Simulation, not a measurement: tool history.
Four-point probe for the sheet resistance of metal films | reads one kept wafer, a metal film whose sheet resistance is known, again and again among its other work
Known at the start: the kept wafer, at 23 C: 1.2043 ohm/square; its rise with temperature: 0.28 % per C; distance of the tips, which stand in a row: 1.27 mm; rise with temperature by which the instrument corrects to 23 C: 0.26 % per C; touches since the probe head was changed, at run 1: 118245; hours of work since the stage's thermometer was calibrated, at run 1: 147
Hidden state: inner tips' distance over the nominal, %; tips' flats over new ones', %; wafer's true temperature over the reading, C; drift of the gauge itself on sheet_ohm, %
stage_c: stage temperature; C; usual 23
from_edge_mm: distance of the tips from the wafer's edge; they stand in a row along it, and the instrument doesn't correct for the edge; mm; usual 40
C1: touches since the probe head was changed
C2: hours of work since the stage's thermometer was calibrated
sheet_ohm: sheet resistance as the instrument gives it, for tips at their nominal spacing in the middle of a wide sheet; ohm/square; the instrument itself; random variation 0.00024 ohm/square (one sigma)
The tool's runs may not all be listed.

{"run": 1, "day": 0.0, "stage_c": 23, "from_edge_mm": 40, "C1": 118245, "C2": 147, "sheet_ohm": 1.194744}
{"day": 0.808, "done": "new probe head fitted"}
{"run": 2, "day": 4.546, "stage_c": 23, "from_edge_mm": 40, "C1": 3062, "C2": 200, "sheet_ohm": 1.203966}
{"run": 3, "day": 7.446, "stage_c": 23, "from_edge_mm": 40, "C1": 5442, "C2": 234, "sheet_ohm": 1.203479}
{"run": 4, "day": 10.183, "stage_c": 23, "from_edge_mm": 40, "C1": 7686, "C2": 266, "sheet_ohm": 1.203794}
{"run": 5, "day": 15.017, "stage_c": 23, "from_edge_mm": 40, "C1": 11645, "C2": 322, "sheet_ohm": 1.204489}
{"run": 6, "day": 17.55, "stage_c": 23, "from_edge_mm": 40, "C1": 13723, "C2": 351, "sheet_ohm": 1.203607}
{"run": 7, "day": 22.325, "stage_c": 21, "from_edge_mm": 40, "C1": 17637, "C2": 407, "sheet_ohm": 1.203104}
{"run": 8, "day": 26.429, "stage_c": 21, "from_edge_mm": 40, "C1": 21000, "C2": 455, "sheet_ohm": 1.202829}
{"run": 9, "day": 30.083, "stage_c": 21, "from_edge_mm": 40, "C1": 23997, "C2": 497, "sheet_ohm": 1.202519}
{"day": 30.562, "done": "stage's thermometer calibrated"}
{"run": 10, "day": 34.938, "stage_c": 21, "from_edge_mm": 40, "C1": 27957, "C2": 51, "sheet_ohm": 1.202507}
{"run": 11, "day": 40.45, "stage_c": 27, "from_edge_mm": 40, "C1": 32477, "C2": 115, "sheet_ohm": 1.203687}
{"run": 12, "day": 45.533, "stage_c": 27, "from_edge_mm": 40, "C1": 36644, "C2": 174, "sheet_ohm": 1.203405}
{"day": 48.121, "done": "stage's thermometer calibrated, once more"}
{"run": 13, "day": 48.779, "stage_c": 23, "from_edge_mm": 40, "C1": 39287, "C2": 8, "sheet_ohm": 1.201894}
{"run": 14, "day": 53.367, "stage_c": 23, "from_edge_mm": 40, "C1": 43046, "C2": 61, "sheet_ohm": 1.202533}
{"run": 15, "day": 58.583, "stage_c": 20, "from_edge_mm": 16, "C1": 47323, "C2": 122, "sheet_ohm": 1.205272}
{"run": 16, "day": 62.975, "stage_c": 35, "from_edge_mm": 8, "C1": 50923, "C2": 173, "sheet_ohm": 1.220235}
{"run": 17, "day": 67.738, "stage_c": 35, "from_edge_mm": 8, "C1": 54828, "C2": 229, "sheet_ohm": 1.220771}
{"run": 18, "day": 70.588, "stage_c": 35, "from_edge_mm": 8, "C1": 57163, "C2": 262, "sheet_ohm": 1.22049}
{"run": 19, "day": 73.554, "stage_c": 29, "from_edge_mm": 5, "C1": 59595, "C2": 296, "sheet_ohm": 1.243178}
{"run": 20, "day": 75.962, "stage_c": 32, "from_edge_mm": 11, "C1": 61568, "C2": 324, "sheet_ohm": 1.211593}
{"run": 21, "day": 79.942, "stage_c": 32, "from_edge_mm": 11, "C1": 64831, "C2": 371, "sheet_ohm": 1.2117}
{"run": 22, "day": 82.646, "stage_c": 19, "from_edge_mm": 6, "C1": 67048, "C2": 402, "sheet_ohm": 1.228446}
{"run": 23, "day": 85.333, "stage_c": 19, "from_edge_mm": 6, "C1": 69250, "C2": 434, "sheet_ohm": 1.227844}
{"run": 24, "day": 88.867, "stage_c": 19, "from_edge_mm": 6, "C1": 72147, "C2": 475, "sheet_ohm": 1.228099}
{"run": 25, "day": 92.883, "stage_c": 20, "from_edge_mm": 7, "C1": 75439, "C2": 521, "sheet_ohm": 1.220564}
{"run": 26, "day": 97.617, "stage_c": 20, "from_edge_mm": 7, "C1": 79317, "C2": 577, "sheet_ohm": 1.22094}
{"run": 27, "day": 102.008, "stage_c": 28, "from_edge_mm": 24, "C1": 82919, "C2": 628, "sheet_ohm": 1.203115}
{"run": 28, "day": 104.821, "stage_c": 23, "from_edge_mm": 5, "C1": 85226, "C2": 661, "sheet_ohm": 1.240491}

Hidden state at the last listed run before each entry between runs and at the first one after, where it differs:
Between runs 1 and 2: new probe head fitted (day 0.808)
  inner tips' distance over the nominal, %: -0.804 -> -0.06; tips' flats over new ones', %: 62 -> 2
  measured less the result without the state, sheet_ohm: -0.010588 -> -0.000869 ohm/square
Between runs 9 and 10: stage's thermometer calibrated (day 30.562)
  inner tips' distance over the nominal, %: -0.14 -> -0.153; tips' flats over new ones', %: 12 -> 14; wafer's true temperature over the reading, C: 0.01 -> 0.02
  measured less the result without the state, sheet_ohm: -0.001775 -> -0.001919 ohm/square
Between runs 12 and 13: stage's thermometer calibrated, once more (day 48.121)
  inner tips' distance over the nominal, %: -0.185 -> -0.195; tips' flats over new ones', %: 19 -> 20; wafer's true temperature over the reading, C: 0.04 -> 0.06
  measured less the result without the state, sheet_ohm: -0.002282 -> -0.002337 ohm/square
